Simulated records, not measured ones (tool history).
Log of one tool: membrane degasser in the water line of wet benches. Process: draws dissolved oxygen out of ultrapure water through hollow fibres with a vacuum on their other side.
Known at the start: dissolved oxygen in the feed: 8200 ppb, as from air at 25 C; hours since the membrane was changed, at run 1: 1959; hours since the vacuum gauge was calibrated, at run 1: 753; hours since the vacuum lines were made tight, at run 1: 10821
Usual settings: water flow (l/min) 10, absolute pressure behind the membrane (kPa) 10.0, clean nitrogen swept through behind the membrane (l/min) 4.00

run,hour,water flow (l/min),absolute pressure behind the membrane (kPa),clean nitrogen swept through behind the membrane (l/min),hours since the membrane was changed,hours since the vacuum gauge was calibrated,hours since the vacuum lines were made tight,dissolved oxygen in the water behind the degasser (ppb),pressure that the water loses in the fibres (kPa)
1,0.0,10,10.0,4.00,1959,753,10821,54.4,61.44
2,54.2,10,10.0,4.00,2013,807,10875,54.7,62.07
3,116.9,10,10.0,4.00,2076,870,10938,53.9,62.15
4,159.0,10,10.0,4.00,2118,912,10980,54.4,62.10
5,236.3,10,10.0,4.00,2196,989,11058,55.1,61.84
# hour 245.5: vacuum gauge calibrated
6,333.2,11,10.0,4.00,2292,88,11154,65.4,68.61
# hour 394.7: vacuum gauge calibrated, once more
7,413.5,11,10.0,4.00,2372,19,11234,66.0,67.80
8,488.8,13,8.5,4.00,2447,94,11309,83.7,80.48
9,573.9,10,23.3,4.45,2532,179,11394,127.7,61.86
10,616.6,10,7.1,4.00,2575,222,11437,35.9,62.37
11,681.9,10,7.1,4.00,2640,287,11502,35.9,62.14
12,747.4,10,7.1,4.00,2706,353,11568,35.4,61.76
13,830.3,10,7.1,4.00,2789,436,11651,35.3,61.74

Forecast each of these 5 alternatives for the next run:
A,911.4,10,6.6,9.50,2870,517,11732,?,?
B,911.4,8,18.3,5.59,2870,517,11732,?,?
C,911.4,15,7.1,10.63,2870,517,11732,?,?
D,911.4,14,16.6,4.00,2870,517,11732,?,?
E,911.4,10,10.0,4.84,2870,517,11732,?,?

run,dissolved oxygen in the water behind the degasser (ppb),pressure that the water loses in the fibres (kPa)
A,19.5,61.85
B,60.1,49.72
C,91.5,93.13
D,176.1,86.88
E,47.0,62.19
Without the tool's hidden state the same runs would have given:
run,dissolved oxygen in the water behind the degasser (ppb),pressure that the water loses in the fibres (kPa)
A,18.4,61.37
B,55.5,49.34
C,88.2,92.42
D,168.8,86.21
E,44.2,61.71
